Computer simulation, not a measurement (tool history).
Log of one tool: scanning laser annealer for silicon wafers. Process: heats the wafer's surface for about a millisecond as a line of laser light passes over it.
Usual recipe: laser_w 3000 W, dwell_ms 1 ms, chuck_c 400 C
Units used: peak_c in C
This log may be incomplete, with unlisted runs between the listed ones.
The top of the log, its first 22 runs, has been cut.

| run | hour | laser_w | dwell_ms | chuck_c | peak_c |
|---|---|---|---|---|---|
|  | 159.9 | window over the wafer cleaned, once more |
| 23 | 166.5 | 2593 | 1 | 432 | 1110 |
| 24 | 175.7 | 3123 | 0.81 | 400 | 1168 |
| 25 | 185.4 | 3123 | 0.81 | 400 | 1163 |
| 26 | 192.3 | 2723 | 1 | 399 | 1116 |
| 27 | 201.4 | 2780 | 0.8 | 387 | 1034 |
| 28 | 206.6 | 2780 | 0.8 | 387 | 1035 |
| 29 | 215.7 | 3000 | 0.98 | 408 | 1218 |
| 30 | 222.3 | 2738 | 1.14 | 384 | 1166 |
| 31 | 229.9 | 2594 | 0.82 | 393 | 992 |
| 32 | 237.2 | 3095 | 1.12 | 428 | 1339 |
| 33 | 243.4 | 2884 | 0.78 | 363 | 1032 |
| 34 | 252.8 | 3226 | 1.02 | 425 | 1338 |
| 35 | 259.6 | 2961 | 0.85 | 361 | 1090 |
| 36 | 266.9 | 2961 | 0.85 | 361 | 1088 |
| 37 | 273.5 | 3054 | 1.06 | 400 | 1267 |
|  | 281.8 | optics aligned, line set to its width |
| 38 | 285.6 | 2895 | 0.71 | 368 | 1004 |
| 39 | 294.7 | 2843 | 1.02 | 430 | 1204 |
| 40 | 302.2 | 2805 | 1 | 400 | 1149 |

Each row is a separate what-if for the run after 40, all from the same tool condition, not one after another. Results?
| A | 306.9 | 2591 | 0.73 | 372 | ? |
| B | 306.9 | 3019 | 1 | 380 | ? |
| C | 306.9 | 2709 | 1.15 | 400 | ? |

| run | peak_c |
|---|---|
| A | 929 |
| B | 1208 |
| C | 1176 |
Had the tool no hidden state, the same runs would have come out as:
| run | peak_c |
|---|---|
| A | 939 |
| B | 1223 |
| C | 1190 |

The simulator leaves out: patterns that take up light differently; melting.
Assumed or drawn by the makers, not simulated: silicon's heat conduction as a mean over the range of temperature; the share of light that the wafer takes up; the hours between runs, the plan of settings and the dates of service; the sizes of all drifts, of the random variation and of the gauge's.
